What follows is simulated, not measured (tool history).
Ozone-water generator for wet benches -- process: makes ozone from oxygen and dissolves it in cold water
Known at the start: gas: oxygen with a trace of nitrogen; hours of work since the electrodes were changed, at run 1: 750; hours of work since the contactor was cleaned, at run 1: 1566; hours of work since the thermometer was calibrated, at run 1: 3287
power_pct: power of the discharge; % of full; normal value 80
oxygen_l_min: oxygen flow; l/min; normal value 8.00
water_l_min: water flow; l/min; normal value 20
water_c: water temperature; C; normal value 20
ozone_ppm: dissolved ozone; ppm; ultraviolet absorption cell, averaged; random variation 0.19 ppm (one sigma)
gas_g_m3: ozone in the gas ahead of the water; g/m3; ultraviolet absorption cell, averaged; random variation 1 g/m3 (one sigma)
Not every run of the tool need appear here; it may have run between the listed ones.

| run | hour | power_pct | oxygen_l_min | water_l_min | water_c | hours of work since the electrodes were changed | hours of work since the contactor was cleaned | hours of work since the thermometer was calibrated | ozone_ppm | gas_g_m3 |
|---|---|---|---|---|---|---|---|---|---|---|
| 1 | 0.0 | 80 | 8.00 | 20 | 20 | 750 | 1566 | 3287 | 24.6 | 169.9 |
| 2 | 25.7 | 80 | 8.00 | 20 | 20 | 769 | 1585 | 3305 | 25.3 | 171.4 |
| 3 | 60.7 | 80 | 8.00 | 20 | 24 | 794 | 1610 | 3331 | 23.2 | 171.3 |
| 4 | 77.9 | 80 | 8.00 | 20 | 24 | 807 | 1623 | 3343 | 23.5 | 171.8 |
| 5 | 96.3 | 80 | 8.00 | 23 | 20 | 820 | 1636 | 3356 | 22.6 | 171.1 |
| 6 | 126.9 | 80 | 8.00 | 29 | 20 | 842 | 1658 | 3378 | 19.3 | 172.1 |
| 7 | 151.0 | 80 | 8.00 | 29 | 20 | 859 | 1675 | 3396 | 19.0 | 171.2 |
| 8 | 167.2 | 80 | 8.00 | 29 | 20 | 871 | 1687 | 3407 | 19.3 | 173.0 |
| 9 | 182.3 | 80 | 8.00 | 29 | 20 | 882 | 1698 | 3418 | 19.3 | 170.8 |
| 10 | 202.7 | 80 | 8.00 | 29 | 20 | 896 | 1712 | 3433 | 19.0 | 171.3 |
| 11 | 220.5 | 80 | 8.00 | 20 | 22 | 909 | 1725 | 3446 | 24.2 | 171.8 |
| 12 | 237.5 | 75 | 4.65 | 20 | 16 | 922 | 1737 | 3458 | 23.4 | 200.2 |
| 13 | 260.4 | 75 | 13.93 | 19 | 16 | 938 | 1754 | 3474 | 26.9 | 133.9 |
| 14 | 286.1 | 75 | 13.93 | 19 | 16 | 957 | 1772 | 3493 | 26.8 | 134.5 |
| 15 | 308.3 | 50 | 8.00 | 30 | 20 | 973 | 1788 | 3509 | 13.2 | 121.2 |
|  | 317.9 | water thermometer calibrated |
| 16 | 325.8 | 50 | 9.32 | 32 | 20 | 985 | 1801 | 6 | 12.9 | 115.9 |
| 17 | 360.3 | 50 | 12.26 | 16 | 20 | 1010 | 1826 | 31 | 20.2 | 105.9 |
| 18 | 386.8 | 50 | 12.26 | 16 | 20 | 1029 | 1845 | 50 | 20.4 | 104.8 |
| 19 | 413.4 | 80 | 8.00 | 32 | 20 | 1048 | 1864 | 69 | 17.5 | 169.9 |
| 20 | 428.8 | 80 | 8.00 | 32 | 20 | 1059 | 1875 | 80 | 17.6 | 173.7 |
| 21 | 457.4 | 80 | 8.00 | 32 | 20 | 1080 | 1896 | 101 | 17.3 | 170.0 |
| 22 | 491.8 | 80 | 8.00 | 25 | 20 | 1104 | 1920 | 125 | 21.0 | 170.9 |

Forecast each of these 3 alternatives for the next run:
| A | 528.2 | 80 | 8.00 | 25 | 21 | 1131 | 1947 | 152 | ? | ? |
| B | 528.2 | 76 | 8.00 | 20 | 18 | 1131 | 1947 | 152 | ? | ? |
| C | 528.2 | 55 | 8.00 | 24 | 17 | 1131 | 1947 | 152 | ? | ? |

| run | ozone_ppm | gas_g_m3 |
|---|---|---|
| A | 21.0 | 170.5 |
| B | 24.9 | 163.2 |
| C | 17.8 | 131.6 |
With no hidden state in the tool, these same runs would have given:
| run | ozone_ppm | gas_g_m3 |
|---|---|---|
| A | 22.1 | 176.5 |
| B | 26.2 | 168.8 |
| C | 18.6 | 135.1 |
